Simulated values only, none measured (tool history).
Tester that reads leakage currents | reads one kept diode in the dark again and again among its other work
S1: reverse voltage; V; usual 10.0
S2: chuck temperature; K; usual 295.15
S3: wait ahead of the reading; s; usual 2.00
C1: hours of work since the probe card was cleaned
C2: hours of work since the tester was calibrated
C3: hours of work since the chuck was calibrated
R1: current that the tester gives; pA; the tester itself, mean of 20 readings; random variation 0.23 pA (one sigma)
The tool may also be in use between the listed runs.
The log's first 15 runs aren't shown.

run 16 hour=1433.6 | S1=8.9 S2=295.15 S3=2.00 | C1=94 C2=3083 C3=242 | R1=67.96
run 17 hour=1524.5 | S1=8.9 S2=295.15 S3=2.00 | C1=136 C2=3125 C3=285 | R1=68.28
run 18 hour=1588.6 | S1=8.9 S2=295.15 S3=2.00 | C1=166 C2=3155 C3=315 | R1=67.93
run 19 hour=1719.4 | S1=8.9 S2=295.15 S3=2.00 | C1=227 C2=3216 C3=375 | R1=67.81
run 20 hour=1849.6 | S1=2.1 S2=295.15 S3=2.00 | C1=288 C2=3276 C3=436 | R1=33.01
run 21 hour=1927.5 | S1=10.0 S2=315.15 S3=2.00 | C1=324 C2=3313 C3=472 | R1=309.15
run 22 hour=2033.2 | S1=1.5 S2=315.15 S3=1.79 | C1=373 C2=3362 C3=522 | R1=122.74
run 23 hour=2151.2 | S1=1.5 S2=324.15 S3=2.00 | C1=428 C2=3417 C3=577 | R1=224.04
run 24 hour=2249.7 | S1=5.8 S2=295.15 S3=0.61 | C1=474 C2=3463 C3=622 | R1=55.42
run 25 hour=2344.7 | S1=5.8 S2=295.15 S3=0.61 | C1=518 C2=3507 C3=667 | R1=55.32
run 26 hour=2481.4 | S1=1.5 S2=297.15 S3=2.33 | C1=582 C2=3571 C3=730 | R1=31.96
run 27 hour=2568.7 | S1=10.0 S2=319.15 S3=2.00 | C1=622 C2=3611 C3=771 | R1=395.01
run 28 hour=2641.4 | S1=7.9 S2=295.15 S3=2.00 | C1=656 C2=3645 C3=805 | R1=62.99
run 29 hour=2773.2 | S1=7.9 S2=295.15 S3=2.00 | C1=718 C2=3707 C3=866 | R1=62.77
run 30 hour=2843.9 | S1=7.9 S2=302.15 S3=7.00 | C1=751 C2=3739 C3=899 | R1=104.20
run 31 hour=2923.2 | S1=7.9 S2=297.15 S3=1.93 | C1=788 C2=3776 C3=936 | R1=72.35
run 32 hour=3042.7 | S1=7.9 S2=297.15 S3=1.93 | C1=843 C2=3832 C3=992 | R1=72.60
run 33 hour=3155.2 | S1=4.7 S2=305.15 S3=0.72 | C1=896 C2=3884 C3=1044 | R1=99.78
run 34 hour=3224.4 | S1=4.7 S2=305.15 S3=0.72 | C1=928 C2=3917 C3=1076 | R1=100.00
run 35 hour=3357.7 | S1=8.0 S2=305.15 S3=0.68 | C1=990 C2=3979 C3=1139 | R1=130.32
-- hour=3366.7 chuck's temperature calibrated
run 36 hour=3431.7 | S1=10.0 S2=311.15 S3=0.31 | C1=1023 C2=4012 C3=30 | R1=253.86
-- hour=3468.1 tester calibrated
run 37 hour=3496.3 | S1=10.0 S2=311.15 S3=0.31 | C1=1053 C2=13 C3=59 | R1=258.91
run 38 hour=3637.1 | S1=10.2 S2=318.15 S3=0.31 | C1=1118 C2=79 C3=125 | R1=415.67
run 39 hour=3779.7 | S1=6.7 S2=295.15 S3=2.00 | C1=1185 C2=145 C3=191 | R1=64.57

Forecast each of these 5 alternatives for the next run:
run A hour=3882.6 | S1=13.5 S2=318.15 S3=0.30 | C1=1232 C2=193 C3=239 | R1=?
run B hour=3882.6 | S1=13.4 S2=306.15 S3=0.36 | C1=1232 C2=193 C3=239 | R1=?
run C hour=3882.6 | S1=10.0 S2=295.15 S3=1.31 | C1=1232 C2=193 C3=239 | R1=?
run D hour=3882.6 | S1=10.0 S2=301.15 S3=1.14 | C1=1232 C2=193 C3=239 | R1=?
run E hour=3882.6 | S1=13.0 S2=313.15 S3=9.10 | C1=1232 C2=193 C3=239 | R1=?

run=A R1=473.16
run=B R1=208.94
run=C R1=80.70
run=D R1=123.79
run=E R1=325.25
Without the tool's hidden state the same runs would have given:
run=A R1=477.44
run=B R1=205.80
run=C R1=76.16
run=D R1=120.61
run=E R1=325.94

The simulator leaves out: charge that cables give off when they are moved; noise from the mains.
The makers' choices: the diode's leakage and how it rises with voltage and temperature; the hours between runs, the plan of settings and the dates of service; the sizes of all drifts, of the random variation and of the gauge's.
